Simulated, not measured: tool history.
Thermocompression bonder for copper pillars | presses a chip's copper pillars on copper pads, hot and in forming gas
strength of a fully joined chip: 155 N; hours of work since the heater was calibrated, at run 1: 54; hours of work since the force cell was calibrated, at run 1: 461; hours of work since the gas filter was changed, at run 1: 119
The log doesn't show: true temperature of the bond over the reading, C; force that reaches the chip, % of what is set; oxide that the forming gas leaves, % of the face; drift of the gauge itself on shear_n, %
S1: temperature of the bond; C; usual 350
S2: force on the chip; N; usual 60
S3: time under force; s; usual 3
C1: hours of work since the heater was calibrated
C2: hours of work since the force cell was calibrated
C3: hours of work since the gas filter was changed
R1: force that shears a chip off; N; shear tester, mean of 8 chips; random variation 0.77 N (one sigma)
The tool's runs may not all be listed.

run	day	S1	S2	S3	C1	C2	C3	R1
1	0	350	60	3	54	461	119	58.4
2	0.696	350	60	3	60	467	126	57.9
3	1.292	350	60	3	66	473	132	59.7
4	2.379	350	60	3	77	484	142	59.6
5	3.262	350	72	3	85	492	150	73.1
6	4.046	347	72	3	93	500	158	68.4
7	5.012	347	72	3	102	509	167	69.7
8	5.867	347	72	3	110	517	176	70
9	6.696	347	72	3	118	525	184	71.5
10	7.721	347	72	3	128	535	193	68.3
11	8.242	347	72	3	133	540	198	68.7
# day 9.017: forming gas filter changed
12	9.225	349	60	3	142	549	2	57.1
13	9.783	349	60	3	148	555	7	58.6
14	10.762	350	60	3	157	564	17	58.8
15	11.633	350	60	3	165	572	25	59.5
16	12.175	350	60	3	171	578	30	58.9
17	12.683	345	40	2	176	582	35	27.4
18	13.388	346	40	2	182	589	42	27.7
19	14.033	346	40	2	189	595	48	29
20	14.688	346	40	2	195	602	55	27.6
21	15.804	351	44	2	206	612	65	34.9
22	16.333	350	60	6	211	618	70	76.1
23	16.862	358	50	7	216	623	75	71.7
24	17.504	339	69	4	222	629	82	66.8
25	18.004	339	69	4	227	634	86	66.5
26	18.858	358	60	2	235	642	95	54.6
27	19.438	331	70	3	241	647	100	54.5
28	20.088	331	70	3	247	654	106	55.3
29	21.167	331	70	3	257	664	117	54.6
30	21.721	331	70	3	262	669	122	53.1
31	22.217	331	70	3	267	674	127	54
32	22.858	366	46	2	273	680	133	44.1

Hidden state at the last listed run before each entry between runs and at the first one after, where it differs:
Between runs 11 and 12: forming gas filter changed (day 9.017)
  oxide that the forming gas leaves, % of the face: 0.72 -> 0.51

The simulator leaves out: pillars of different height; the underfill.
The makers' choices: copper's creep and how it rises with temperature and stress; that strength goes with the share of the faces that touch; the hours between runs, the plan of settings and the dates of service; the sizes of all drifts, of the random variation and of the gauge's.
